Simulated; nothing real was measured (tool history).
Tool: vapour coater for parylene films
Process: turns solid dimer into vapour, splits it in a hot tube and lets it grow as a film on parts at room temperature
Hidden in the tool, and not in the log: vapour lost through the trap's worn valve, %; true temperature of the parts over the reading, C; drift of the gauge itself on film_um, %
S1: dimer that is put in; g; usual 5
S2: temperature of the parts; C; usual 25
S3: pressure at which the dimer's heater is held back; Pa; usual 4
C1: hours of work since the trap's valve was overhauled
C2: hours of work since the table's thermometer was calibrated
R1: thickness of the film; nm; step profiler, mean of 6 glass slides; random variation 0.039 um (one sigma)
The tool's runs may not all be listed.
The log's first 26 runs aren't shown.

| run | hour | S1 | S2 | S3 | C1 | C2 | R1 |
|---|---|---|---|---|---|---|---|
| 27 | 366.6 | 4 | 28 | 11.74 | 204 | 585 | 2540 |
| 28 | 375.6 | 7 | 27 | 11.74 | 210 | 590 | 4660 |
| 29 | 390.2 | 5 | 25 | 7.42 | 218 | 599 | 3720 |
| 30 | 402.5 | 5 | 25 | 7.42 | 226 | 607 | 3680 |
| 31 | 415.9 | 5 | 35 | 2.37 | 234 | 615 | 3070 |
| 32 | 425.9 | 5 | 28 | 2.04 | 240 | 621 | 3940 |
| 33 | 437.4 | 5 | 28 | 2.04 | 247 | 628 | 3850 |
| 34 | 450.2 | 5 | 28 | 2.04 | 255 | 636 | 3770 |
| 35 | 467.3 | 4 | 19 | 4 | 265 | 646 | 3810 |
| 36 | 485.7 | 4 | 35 | 4 | 276 | 657 | 2290 |
| 37 | 495.7 | 7 | 35 | 5.42 | 283 | 663 | 3770 |
| 38 | 515.1 | 3 | 35 | 5.42 | 294 | 675 | 1590 |
| 39 | 528.5 | 3 | 35 | 5.42 | 302 | 683 | 1630 |

Forecast each of these 4 alternatives for the next run:
| A | 547.7 | 3 | 24 | 5.42 | 314 | 695 | ? |
| B | 547.7 | 3 | 34 | 6.83 | 314 | 695 | ? |
| C | 547.7 | 2 | 29 | 4 | 314 | 695 | ? |
| D | 547.7 | 5 | 25 | 3.62 | 314 | 695 | ? |

| run | R1 |
|---|---|
| A | 2260 |
| B | 1610 |
| C | 1360 |
| D | 3920 |
Without the tool's hidden state the same runs would have given:
| run | R1 |
|---|---|
| A | 2470 |
| B | 1760 |
| C | 1490 |
| D | 4280 |

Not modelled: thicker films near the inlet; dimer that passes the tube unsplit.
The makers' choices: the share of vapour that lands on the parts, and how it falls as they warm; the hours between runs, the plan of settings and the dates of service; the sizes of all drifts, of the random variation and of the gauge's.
